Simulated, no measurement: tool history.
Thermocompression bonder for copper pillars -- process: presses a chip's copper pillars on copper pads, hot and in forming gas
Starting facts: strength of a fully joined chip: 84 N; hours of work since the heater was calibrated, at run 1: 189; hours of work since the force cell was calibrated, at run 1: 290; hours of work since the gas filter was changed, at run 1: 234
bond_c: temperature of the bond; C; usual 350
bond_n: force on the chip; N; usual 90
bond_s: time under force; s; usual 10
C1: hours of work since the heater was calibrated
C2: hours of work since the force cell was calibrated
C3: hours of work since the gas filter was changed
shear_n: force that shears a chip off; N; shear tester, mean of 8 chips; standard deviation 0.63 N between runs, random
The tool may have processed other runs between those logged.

{"run": 1, "hour": 0.0, "bond_c": 350, "bond_n": 90, "bond_s": 10, "C1": 189, "C2": 290, "C3": 234, "shear_n": 40.5}
{"run": 2, "hour": 10.3, "bond_c": 350, "bond_n": 90, "bond_s": 10, "C1": 195, "C2": 296, "C3": 240, "shear_n": 38}
{"run": 3, "hour": 22.0, "bond_c": 350, "bond_n": 90, "bond_s": 10, "C1": 202, "C2": 302, "C3": 247, "shear_n": 39.4}
{"run": 4, "hour": 36.6, "bond_c": 350, "bond_n": 90, "bond_s": 10, "C1": 210, "C2": 311, "C3": 255, "shear_n": 39.1}
{"run": 5, "hour": 55.1, "bond_c": 350, "bond_n": 90, "bond_s": 10, "C1": 221, "C2": 322, "C3": 266, "shear_n": 38.1}
{"run": 6, "hour": 70.3, "bond_c": 350, "bond_n": 90, "bond_s": 10, "C1": 230, "C2": 330, "C3": 274, "shear_n": 38.6}
{"run": 7, "hour": 81.9, "bond_c": 350, "bond_n": 90, "bond_s": 10, "C1": 236, "C2": 337, "C3": 281, "shear_n": 38.1}
{"run": 8, "hour": 99.1, "bond_c": 350, "bond_n": 90, "bond_s": 11, "C1": 246, "C2": 347, "C3": 291, "shear_n": 40.5}
{"run": 9, "hour": 117.6, "bond_c": 372, "bond_n": 90, "bond_s": 10, "C1": 257, "C2": 358, "C3": 302, "shear_n": 45.4}
{"hour": 120.4, "done": "forming gas filter changed"}
{"run": 10, "hour": 131.2, "bond_c": 372, "bond_n": 90, "bond_s": 10, "C1": 265, "C2": 365, "C3": 6, "shear_n": 46}
{"run": 11, "hour": 147.5, "bond_c": 371, "bond_n": 71, "bond_s": 11, "C1": 274, "C2": 375, "C3": 16, "shear_n": 39.4}
{"run": 12, "hour": 160.8, "bond_c": 343, "bond_n": 71, "bond_s": 25, "C1": 282, "C2": 382, "C3": 23, "shear_n": 43.3}
{"run": 13, "hour": 171.7, "bond_c": 343, "bond_n": 71, "bond_s": 25, "C1": 288, "C2": 389, "C3": 30, "shear_n": 40.9}
{"run": 14, "hour": 187.0, "bond_c": 359, "bond_n": 90, "bond_s": 10, "C1": 297, "C2": 397, "C3": 38, "shear_n": 40.5}
{"run": 15, "hour": 203.9, "bond_c": 359, "bond_n": 119, "bond_s": 14, "C1": 307, "C2": 407, "C3": 48, "shear_n": 56.5}
{"run": 16, "hour": 211.7, "bond_c": 326, "bond_n": 82, "bond_s": 27, "C1": 311, "C2": 412, "C3": 53, "shear_n": 42.3}

What does the tool deliver on the next run?
{"run": 17, "hour": 228.3, "bond_c": 368, "bond_n": 64, "bond_s": 27, "C1": 321, "C2": 421, "C3": 62, "shear_n": "?"}

shear_n: 48.9 N
If the tool had no hidden condition, the same run with the same run-to-run variation would have returned shear_n 48.9 N.
